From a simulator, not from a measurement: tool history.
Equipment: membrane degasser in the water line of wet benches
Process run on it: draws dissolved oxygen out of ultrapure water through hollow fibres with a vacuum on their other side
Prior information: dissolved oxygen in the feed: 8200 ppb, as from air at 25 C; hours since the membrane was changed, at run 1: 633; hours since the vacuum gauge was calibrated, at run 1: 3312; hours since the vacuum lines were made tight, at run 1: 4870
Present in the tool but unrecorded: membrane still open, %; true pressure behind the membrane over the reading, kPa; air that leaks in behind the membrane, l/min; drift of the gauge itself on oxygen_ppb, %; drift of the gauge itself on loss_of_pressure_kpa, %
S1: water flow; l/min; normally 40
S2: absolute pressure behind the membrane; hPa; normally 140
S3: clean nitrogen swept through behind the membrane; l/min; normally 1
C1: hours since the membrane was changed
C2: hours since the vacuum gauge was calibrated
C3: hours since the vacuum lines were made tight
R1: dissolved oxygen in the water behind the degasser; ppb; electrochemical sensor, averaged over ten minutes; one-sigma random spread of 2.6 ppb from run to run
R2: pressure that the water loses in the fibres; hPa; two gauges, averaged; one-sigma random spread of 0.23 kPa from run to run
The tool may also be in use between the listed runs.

run,hour,S1,S2,S3,C1,C2,C3,R1,R2
1,0,40,140,1,633,3312,4870,881.5,590.8
2,143,40,140,0.89,776,3455,5013,955.7,589
# hour 191.8: vacuum gauge calibrated
3,316.1,40,136,0.89,949,124,5186,935.2,590.4
4,559.8,40,135,1,1193,368,5429,865.3,591
# hour 692.7: vacuum gauge calibrated, once more
5,700.4,40,135,1.57,1333,8,5570,621.3,589.5
6,918.3,35,140,1,1551,226,5787,783.7,521.4
7,1184.3,40,140,1,1817,492,6053,880.3,592
# hour 1343.3: seals of the vacuum lines changed
8,1362.5,40,140,1,1993,668,19,878.2,591.5
9,1615.4,40,140,1,2246,921,272,877.1,594
10,1832.1,40,140,1,2462,1137,489,883.7,596.9
11,1956.2,40,140,1,2587,1262,613,878.8,597.9
12,2117,40,140,1,2747,1422,774,885.5,593
13,2274.6,40,140,1,2905,1580,931,883.3,594.5
14,2481.3,40,140,1,3112,1787,1138,880.6,591.4
15,2598.4,40,140,1,3229,1904,1255,886.7,596.6
16,2833.1,40,140,1,3463,2138,1490,879.4,599.3
17,2979.7,26,290,0.51,3610,2285,1636,2042.2,386.1
18,3198.3,35,297,0.48,3829,2504,1855,2578.9,525.8
19,3489.5,35,130,2.03,4120,2795,2146,440.9,524.3
20,3684.5,33,127,1.07,4315,2990,2341,641.9,496.4

What differs in the tool's unlogged condition from the final listed run ahead of each entry between runs to the first listed run following it?
In the gap between runs 2 and 3: vacuum gauge calibrated (hour 191.8)
  membrane still open, %: 99.7 -> 99.6; true pressure behind the membrane over the reading, kPa: 0.12 -> 0.2; air that leaks in behind the membrane, l/min: 0.0062 -> 0.0064
  measured value less the no-hidden-state value, R1: +10.1 -> +16.2 ppb; R2: +1.9 -> +2.5 hPa
In the gap between runs 4 and 5: vacuum gauge calibrated, once more (hour 692.7)
  membrane still open, %: 99.5 -> 99.4; true pressure behind the membrane over the reading, kPa: 0.21 -> -0.04; air that leaks in behind the membrane, l/min: 0.0065 -> 0.0067
  measured value less the no-hidden-state value, R1: +16.2 -> +1.3 ppb; R2: +3.2 -> +3.5 hPa
In the gap between runs 7 and 8: seals of the vacuum lines changed (hour 1343.3)
  membrane still open, %: 99.1 -> 99; true pressure behind the membrane over the reading, kPa: -0.03 -> -0.02; air that leaks in behind the membrane, l/min: 0.007 -> 0.0035
  measured value less the no-hidden-state value, R1: +1.7 -> +2 ppb; R2: +5.1 -> +5.6 hPa
